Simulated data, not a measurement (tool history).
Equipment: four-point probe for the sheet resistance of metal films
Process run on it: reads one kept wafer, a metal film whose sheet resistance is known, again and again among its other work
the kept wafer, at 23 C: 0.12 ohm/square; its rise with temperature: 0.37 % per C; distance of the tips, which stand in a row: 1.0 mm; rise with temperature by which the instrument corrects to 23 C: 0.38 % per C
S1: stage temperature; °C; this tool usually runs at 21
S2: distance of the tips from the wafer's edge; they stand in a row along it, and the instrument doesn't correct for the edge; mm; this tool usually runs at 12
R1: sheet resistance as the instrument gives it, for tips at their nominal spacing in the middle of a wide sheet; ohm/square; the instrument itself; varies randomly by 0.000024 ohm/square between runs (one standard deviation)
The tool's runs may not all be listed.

run,hour,S1,S2,R1
1,0,21,12,0.119942
2,19.3,21,12,0.119957
3,47.6,24,12,0.119947
4,73.2,24,12,0.119963
5,101.7,24,12,0.119979
6,128.5,21,17,0.119765
7,149.2,21,17,0.11983
8,171.5,21,12,0.12001
9,194.3,21,12,0.120008
10,209.4,21,15,0.119855
11,226.3,21,15,0.119848
12,249.3,21,15,0.119859
13,275.4,21,15,0.119849
14,304.4,35,12,0.119881
15,316.9,21,26,0.119687
16,344.2,21,11,0.120121
17,358.8,21,12,0.120049
# hour 361.4: stage's thermometer calibrated
18,386.6,21,12,0.119908
19,406.2,21,12,0.119939
20,424.7,20,12,0.119926
21,443.4,20,12,0.119972
22,460.7,20,12,0.11994
23,478.7,20,12,0.119968
# hour 501.4: stage's thermometer calibrated, once more
24,507.4,34,53,0.119812
25,529.3,34,53,0.119814
26,550.3,34,53,0.119801
27,578.4,21,21,0.120089
28,597.4,21,24,0.119998
29,618.5,24,67,0.119924
30,634.1,26,7,0.12118
31,648.6,31,10,0.12047
32,670.4,28,5,0.122358
33,684.5,27,71,0.119917
34,710.7,26,18,0.120052
35,732,21,12,0.120346
36,752.3,30,4,0.123761
37,780.5,24,17,0.120113
38,809.5,24,17,0.120178
39,834.1,18,21,0.120153
40,852.7,18,21,0.120112
41,870.7,18,21,0.120081
42,899.4,26,56,0.119918
43,928.8,23,54,0.119966
44,944.5,29,58,0.119897
45,963.3,30,51,0.119925

Forecast each of these 4 alternatives for the next run:
A,977.4,32,5,?
B,977.4,30,4,?
C,977.4,21,6,?
D,977.4,22,31,?

run,R1
A,0.122405
B,0.123751
C,0.121737
D,0.120041
With no hidden state in the tool, these same runs would have given:
run,R1
A,0.122457
B,0.123803
C,0.121789
D,0.120092
